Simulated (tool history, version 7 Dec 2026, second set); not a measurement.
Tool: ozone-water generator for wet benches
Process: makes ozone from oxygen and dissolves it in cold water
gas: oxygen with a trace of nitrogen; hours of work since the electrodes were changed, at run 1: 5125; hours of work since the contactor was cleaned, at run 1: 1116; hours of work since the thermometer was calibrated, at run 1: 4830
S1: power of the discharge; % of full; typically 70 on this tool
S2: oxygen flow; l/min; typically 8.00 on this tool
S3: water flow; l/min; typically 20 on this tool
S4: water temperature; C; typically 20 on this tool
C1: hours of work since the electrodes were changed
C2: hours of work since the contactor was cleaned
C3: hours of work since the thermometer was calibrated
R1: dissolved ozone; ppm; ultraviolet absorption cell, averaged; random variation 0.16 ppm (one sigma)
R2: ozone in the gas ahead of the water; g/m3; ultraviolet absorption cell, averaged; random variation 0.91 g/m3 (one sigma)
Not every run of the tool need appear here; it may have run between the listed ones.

run    hour  S1     S2  S3  S4    C1    C2    C3    R1     R2
  1     0.0  70   8.00  20  20  5125  1116  4830  16.6  122.2
  2   189.0  55   8.00  20  20  5295  1285  4999  13.9  105.0
  3   296.3  70   8.00  20  20  5391  1381  5095  16.2  119.4
      393.2  -- electrodes of the discharge changed
  4   496.1  70   8.00  20  20    92  1555  5269  20.3  151.0
  5   665.2  70   8.00  20  20   244  1707  5421  20.1  150.6
  6   834.2  70  13.44  20  20   396  1859  5573  17.0  107.2
  7  1033.2  70  13.44  20  20   574  2037  5751  16.8  105.2
     1209.6  -- water thermometer calibrated
  8  1240.8  70  13.44  20  20   760  2223    28  16.6  105.5
  9  1397.6  70   8.00  12  20   901  2364   169  26.4  147.9
 10  1597.1  70   8.00  20  20  1080  2543   348  19.1  147.5
 11  1786.7  70   8.00  20  20  1250  2713   518  19.0  145.2
 12  1906.4  70   8.00  20  20  1358  2821   625  18.7  145.0
 13  2030.5  70   8.00  16  20  1469  2932   737  21.7  145.0
     2100.8  -- water thermometer calibrated, once more
 14  2125.0  70   8.00  16  20  1553  3016    22  21.9  143.6
     2218.0  -- contactor cleaned
 15  2300.2  76   5.24  23  14  1707    74   175  21.4  198.8
 16  2447.2  65  14.22  20  20  1839   206   307  15.6   92.9
 17  2633.5  65  14.22  20  20  2006   373   474  15.6   92.8
 18  2728.7  65  14.22  20  20  2091   458   560  15.5   91.5
 19  2888.4  65  14.22  20  20  2235   602   703  15.5   89.3
 20  3097.9  65  14.22  20  20  2423   790   891  15.2   91.1

Forecast run 21:
 21  3245.0  65  14.22  20  20  2555  922  1023   ?   ?

R1: 15.0 ppm
R2: 89.6 g/m3
The same run, on a tool lacking any hidden state, would have yielded R1 16.7 ppm, R2 98.1 g/m3.

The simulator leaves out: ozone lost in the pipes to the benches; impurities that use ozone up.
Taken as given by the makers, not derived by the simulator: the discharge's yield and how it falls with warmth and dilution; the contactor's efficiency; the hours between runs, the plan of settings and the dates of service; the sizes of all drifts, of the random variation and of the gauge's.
